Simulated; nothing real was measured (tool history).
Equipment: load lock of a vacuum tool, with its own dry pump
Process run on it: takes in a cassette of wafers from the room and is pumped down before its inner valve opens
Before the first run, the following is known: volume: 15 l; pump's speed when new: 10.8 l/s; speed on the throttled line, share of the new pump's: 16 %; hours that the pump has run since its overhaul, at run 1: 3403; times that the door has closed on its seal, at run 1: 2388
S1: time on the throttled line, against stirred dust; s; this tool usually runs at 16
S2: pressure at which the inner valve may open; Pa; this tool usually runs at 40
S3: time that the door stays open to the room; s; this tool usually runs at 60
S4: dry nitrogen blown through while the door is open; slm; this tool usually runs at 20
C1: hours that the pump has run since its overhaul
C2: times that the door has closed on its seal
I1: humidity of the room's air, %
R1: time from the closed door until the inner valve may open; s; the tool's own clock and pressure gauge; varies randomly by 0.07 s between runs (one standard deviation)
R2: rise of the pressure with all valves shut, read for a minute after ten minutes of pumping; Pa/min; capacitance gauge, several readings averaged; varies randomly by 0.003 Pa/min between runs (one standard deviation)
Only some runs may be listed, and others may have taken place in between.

{"run": 1, "day": 0.0, "S1": 16, "S2": 40, "S3": 60, "S4": 20, "C1": 3403, "C2": 2388, "I1": 45.8, "R1": 24.79, "R2": 0.066}
{"run": 2, "day": 1.925, "S1": 16, "S2": 40, "S3": 60, "S4": 10, "C1": 3449, "C2": 2458, "I1": 45.0, "R1": 24.69, "R2": 0.079}
{"run": 3, "day": 5.492, "S1": 16, "S2": 43, "S3": 60, "S4": 20, "C1": 3534, "C2": 2587, "I1": 42.2, "R1": 24.73, "R2": 0.064}
{"run": 4, "day": 8.246, "S1": 16, "S2": 43, "S3": 60, "S4": 20, "C1": 3601, "C2": 2686, "I1": 43.4, "R1": 24.65, "R2": 0.067}
{"run": 5, "day": 10.375, "S1": 16, "S2": 77, "S3": 60, "S4": 20, "C1": 3652, "C2": 2763, "I1": 45.0, "R1": 23.86, "R2": 0.065}
{"run": 6, "day": 13.271, "S1": 16, "S2": 77, "S3": 60, "S4": 20, "C1": 3721, "C2": 2868, "I1": 45.0, "R1": 23.77, "R2": 0.064}
{"run": 7, "day": 17.125, "S1": 16, "S2": 77, "S3": 60, "S4": 20, "C1": 3814, "C2": 3007, "I1": 45.5, "R1": 23.78, "R2": 0.068}
{"run": 8, "day": 18.912, "S1": 16, "S2": 77, "S3": 60, "S4": 20, "C1": 3857, "C2": 3072, "I1": 48.2, "R1": 23.85, "R2": 0.067}
{"run": 9, "day": 21.892, "S1": 17, "S2": 40, "S3": 60, "S4": 20, "C1": 3928, "C2": 3180, "I1": 45.8, "R1": 25.68, "R2": 0.063}
{"run": 10, "day": 24.721, "S1": 16, "S2": 40, "S3": 75, "S4": 20, "C1": 3996, "C2": 3282, "I1": 45.6, "R1": 24.85, "R2": 0.074}
{"run": 11, "day": 28.375, "S1": 16, "S2": 40, "S3": 75, "S4": 20, "C1": 4084, "C2": 3414, "I1": 46.4, "R1": 24.81, "R2": 0.072}
{"run": 12, "day": 31.021, "S1": 16, "S2": 40, "S3": 75, "S4": 20, "C1": 4147, "C2": 3510, "I1": 43.4, "R1": 24.83, "R2": 0.073}
{"run": 13, "day": 33.675, "S1": 16, "S2": 40, "S3": 75, "S4": 20, "C1": 4211, "C2": 3606, "I1": 45.1, "R1": 24.88, "R2": 0.068}
{"run": 14, "day": 37.271, "S1": 16, "S2": 40, "S3": 145, "S4": 36, "C1": 4297, "C2": 3736, "I1": 44.4, "R1": 24.92, "R2": 0.072}
{"run": 15, "day": 39.125, "S1": 29, "S2": 40, "S3": 60, "S4": 8, "C1": 4342, "C2": 3803, "I1": 43.5, "R1": 35.81, "R2": 0.083}
{"run": 16, "day": 41.388, "S1": 29, "S2": 40, "S3": 60, "S4": 8, "C1": 4396, "C2": 3885, "I1": 41.7, "R1": 35.67, "R2": 0.075}
{"run": 17, "day": 44.542, "S1": 29, "S2": 40, "S3": 60, "S4": 8, "C1": 4472, "C2": 3998, "I1": 47.6, "R1": 35.73, "R2": 0.087}
{"run": 18, "day": 46.317, "S1": 29, "S2": 40, "S3": 60, "S4": 8, "C1": 4514, "C2": 4063, "I1": 45.3, "R1": 35.7, "R2": 0.08}
{"run": 19, "day": 49.092, "S1": 8, "S2": 40, "S3": 27, "S4": 5, "C1": 4581, "C2": 4163, "I1": 45.0, "R1": 18.2, "R2": 0.068}
{"run": 20, "day": 53.075, "S1": 12, "S2": 36, "S3": 60, "S4": 20, "C1": 4676, "C2": 4307, "I1": 45.4, "R1": 21.7, "R2": 0.068}
{"run": 21, "day": 57.096, "S1": 12, "S2": 36, "S3": 60, "S4": 20, "C1": 4773, "C2": 4452, "I1": 48.7, "R1": 21.76, "R2": 0.079}

What does the tool deliver on the next run?
{"run": 22, "day": 61.096, "S1": 9, "S2": 36, "S3": 226, "S4": 20, "C1": 4869, "C2": 4597, "I1": 45.4, "R1": "?", "R2": "?"}

Run 22 gave R1 19.33 s, R2 0.100 Pa/min.
Without the tool's hidden state the same run would have given R1 18.73 s, R2 0.083 Pa/min.

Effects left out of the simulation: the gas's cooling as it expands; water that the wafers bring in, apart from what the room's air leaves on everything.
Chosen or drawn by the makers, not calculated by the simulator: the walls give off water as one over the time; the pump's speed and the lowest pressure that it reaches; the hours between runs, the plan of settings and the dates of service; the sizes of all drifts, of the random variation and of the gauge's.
